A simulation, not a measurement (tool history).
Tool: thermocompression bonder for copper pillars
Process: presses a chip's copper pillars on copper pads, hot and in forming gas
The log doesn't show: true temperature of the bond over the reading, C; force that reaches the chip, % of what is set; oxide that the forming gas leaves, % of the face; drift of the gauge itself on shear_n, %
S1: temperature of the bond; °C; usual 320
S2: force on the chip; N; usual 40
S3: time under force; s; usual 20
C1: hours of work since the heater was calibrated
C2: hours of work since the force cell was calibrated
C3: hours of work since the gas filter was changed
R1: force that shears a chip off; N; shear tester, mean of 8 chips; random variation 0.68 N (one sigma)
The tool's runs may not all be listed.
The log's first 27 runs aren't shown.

| run | day | S1 | S2 | S3 | C1 | C2 | C3 | R1 |
|---|---|---|---|---|---|---|---|---|
| 28 | 51.771 | 320 | 40 | 29 | 232 | 305 | 265 | 114 |
| 29 | 53.904 | 349 | 39 | 29 | 253 | 326 | 286 | 128.9 |
| 30 | 56.062 | 316 | 53 | 30 | 275 | 348 | 308 | 124.2 |
| 31 | 57.404 | 316 | 53 | 30 | 289 | 362 | 322 | 124.6 |
| 32 | 59.579 | 316 | 53 | 30 | 311 | 384 | 344 | 124.1 |
| 33 | 61.862 | 316 | 53 | 30 | 334 | 407 | 367 | 123.9 |
| 34 | 64.688 | 336 | 49 | 46 | 362 | 435 | 395 | 135.7 |
| 35 | 66.288 | 335 | 49 | 22 | 378 | 451 | 411 | 127.1 |
| 36 | 69.004 | 320 | 31 | 20 | 406 | 479 | 439 | 91.4 |
|  | 70.383 | forming gas filter changed |
| 37 | 71.525 | 320 | 31 | 20 | 431 | 504 | 12 | 90.4 |
| 38 | 74.096 | 320 | 31 | 20 | 457 | 530 | 37 | 90.9 |
| 39 | 76.738 | 346 | 37 | 46 | 484 | 557 | 64 | 132 |

Forecast each of these 4 alternatives for the next run:
| A | 78.4 | 320 | 41 | 20 | 500 | 573 | 81 | ? |
| B | 78.4 | 343 | 26 | 12 | 500 | 573 | 81 | ? |
| C | 78.4 | 346 | 56 | 46 | 500 | 573 | 81 | ? |
| D | 78.4 | 337 | 33 | 27 | 500 | 573 | 81 | ? |

| run | R1 |
|---|---|
| A | 106.7 |
| B | 84.6 |
| C | 141.4 |
| D | 114.9 |
Without the tool's hidden state the same runs would have given:
| run | R1 |
|---|---|
| A | 106.8 |
| B | 84.6 |
| C | 141.5 |
| D | 115 |
